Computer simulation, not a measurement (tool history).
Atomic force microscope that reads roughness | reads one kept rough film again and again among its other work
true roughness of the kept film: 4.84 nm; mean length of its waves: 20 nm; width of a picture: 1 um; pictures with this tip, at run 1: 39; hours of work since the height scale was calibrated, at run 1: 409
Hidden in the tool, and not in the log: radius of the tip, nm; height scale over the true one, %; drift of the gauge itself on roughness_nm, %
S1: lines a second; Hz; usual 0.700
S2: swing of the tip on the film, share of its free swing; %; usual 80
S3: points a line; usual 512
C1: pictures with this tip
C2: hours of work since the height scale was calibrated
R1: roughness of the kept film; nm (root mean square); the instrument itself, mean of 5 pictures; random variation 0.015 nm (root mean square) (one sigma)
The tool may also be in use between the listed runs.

| run | hour | S1 | S2 | S3 | C1 | C2 | R1 |
|---|---|---|---|---|---|---|---|
| 1 | 0.0 | 0.700 | 80 | 512 | 39 | 409 | 3.618 |
| 2 | 45.0 | 0.700 | 88 | 512 | 76 | 432 | 3.419 |
| 3 | 83.3 | 0.700 | 88 | 394 | 108 | 451 | 3.330 |
| 4 | 117.3 | 0.700 | 60 | 512 | 137 | 468 | 3.430 |
| 5 | 151.1 | 0.700 | 60 | 512 | 165 | 486 | 3.394 |
| 6 | 185.7 | 0.700 | 88 | 512 | 194 | 503 | 3.139 |
| 7 | 240.9 | 0.700 | 88 | 512 | 240 | 531 | 3.027 |
|  | 291.3 | new tip fitted |
| 8 | 291.3 | 0.700 | 88 | 512 | 0 | 556 | 3.611 |
| 9 | 324.4 | 0.700 | 88 | 512 | 27 | 573 | 3.522 |
| 10 | 359.6 | 0.700 | 66 | 512 | 57 | 591 | 3.613 |
| 11 | 398.7 | 0.700 | 66 | 512 | 89 | 610 | 3.539 |
| 12 | 440.3 | 0.700 | 80 | 512 | 124 | 632 | 3.344 |
| 13 | 471.8 | 0.700 | 80 | 512 | 151 | 647 | 3.292 |
| 14 | 502.0 | 0.700 | 80 | 512 | 176 | 663 | 3.212 |
| 15 | 550.7 | 0.700 | 80 | 512 | 217 | 687 | 3.127 |
| 16 | 574.1 | 0.700 | 80 | 270 | 236 | 699 | 3.016 |
| 17 | 616.6 | 0.700 | 78 | 512 | 272 | 721 | 2.995 |
|  | 628.0 | new tip fitted |
| 18 | 655.3 | 0.700 | 78 | 512 | 23 | 740 | 3.634 |
| 19 | 705.0 | 2.372 | 80 | 512 | 64 | 765 | 3.146 |
| 20 | 742.8 | 1.450 | 80 | 512 | 96 | 784 | 3.241 |
| 21 | 790.3 | 1.450 | 80 | 512 | 136 | 808 | 3.152 |
| 22 | 836.1 | 1.742 | 86 | 379 | 174 | 831 | 2.858 |
| 23 | 864.7 | 1.742 | 86 | 379 | 198 | 846 | 2.830 |
| 24 | 901.5 | 1.352 | 66 | 412 | 229 | 864 | 3.079 |
| 25 | 940.6 | 1.647 | 80 | 852 | 261 | 884 | 2.855 |

Run 26 comes next. What will it give?
|  | 963.3 | new tip fitted |
| 26 | 995.3 | 1.647 | 80 | 492 | 27 | 912 | ? |

R1: 3.407 nm (root mean square)
Without the tool's hidden state the same run would have given R1 3.494 nm (root mean square).

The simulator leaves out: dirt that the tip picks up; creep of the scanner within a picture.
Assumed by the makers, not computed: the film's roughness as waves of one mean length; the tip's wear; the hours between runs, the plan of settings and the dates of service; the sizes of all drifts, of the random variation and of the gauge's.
